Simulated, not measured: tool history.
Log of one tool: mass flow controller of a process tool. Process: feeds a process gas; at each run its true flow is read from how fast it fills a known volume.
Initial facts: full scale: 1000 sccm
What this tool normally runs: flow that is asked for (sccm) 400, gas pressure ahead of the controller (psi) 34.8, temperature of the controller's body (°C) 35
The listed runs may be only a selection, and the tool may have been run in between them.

run    hour  flow that is asked for (sccm)  gas pressure ahead of the controller (psi)  temperature of the controller's body (°C)  true flow (%)
  1       0                            400                                        34.8                                         35          96.01
  2    56.6                            400                                        34.8                                         35          96.04
  3     132                            400                                        34.8                                         35          96.03
  4   197.8                            400                                        34.8                                         35          95.85
  5   257.3                            400                                        34.8                                         35          95.92
  6   339.6                            400                                        38.9                                         35          95.94
  7   403.6                            400                                        34.8                                         35          96.06
  8   446.3                            400                                        34.8                                         35          95.96
  9   531.8                            400                                        34.8                                         35          95.86
 10   604.8                            400                                        34.8                                         35          95.96
 11     645                            400                                        34.8                                         38          95.74
 12   716.7                            400                                        28.1                                         35          95.72
 13   765.8                            400                                        34.8                                         35          95.86
 14   827.8                            400                                        34.8                                         35          95.75
 15   902.5                            400                                        20.5                                         35          95.55
 16   987.1                            384                                        34.8                                         25          96.41
 17  1027.2                            400                                        37.7                                         24          96.61
 18  1112.8                            400                                        37.7                                         24          96.75
 19  1198.4                            874                                        29.6                                         29          99.17
 20  1265.9                            400                                        24.8                                         35          95.69
 21  1321.2                            400                                        24.8                                         35          95.53
 22  1371.9                            400                                        34.8                                         39          95.42
 23  1416.2                            265                                        20.6                                         35          93.55
 24  1494.9                            265                                          22                                         38           93.4
 25  1558.9                            265                                          22                                         38          93.42
 26  1625.9                            206                                        40.2                                         35          92.48
 27  1663.7                            167                                        40.2                                         38          90.79
 28  1705.3                            167                                        40.2                                         38          90.66
 29  1771.1                            661                                        25.4                                         35          97.61
 30    1844                            187                                        25.8                                         29          91.77

For some of the steps in true flow (%) from one run to the next: how much would appear even if the tool had no hidden state, given the settings, what came in and random variation, and how much remains for the hidden state plus any gauge scatter that the measured result and the result without hidden state don't share?
The tool's hidden condition here consists of: flow at rest that the sensor doesn't see, % of full scale; true flow over the shown one, %; drift of the gauge itself on true_pct, %.
Run 19 -> 20: flow that is asked for (sccm) 874 -> 400, gas pressure ahead of the controller (psi) 29.6 -> 24.8, temperature of the controller's body (°C) 29 -> 35. true flow (%) -3.48: hidden state -1.55, all else -1.93.
Run 28 -> 29: flow that is asked for (sccm) 167 -> 661, gas pressure ahead of the controller (psi) 40.2 -> 25.4, temperature of the controller's body (°C) 38 -> 35. true flow (%) +6.95: hidden state +5.3, all else +1.65.
Run 29 -> 30: flow that is asked for (sccm) 661 -> 187, gas pressure ahead of the controller (psi) 25.4 -> 25.8, temperature of the controller's body (°C) 35 -> 29. true flow (%) -5.84: hidden state -4.59, all else -1.25.
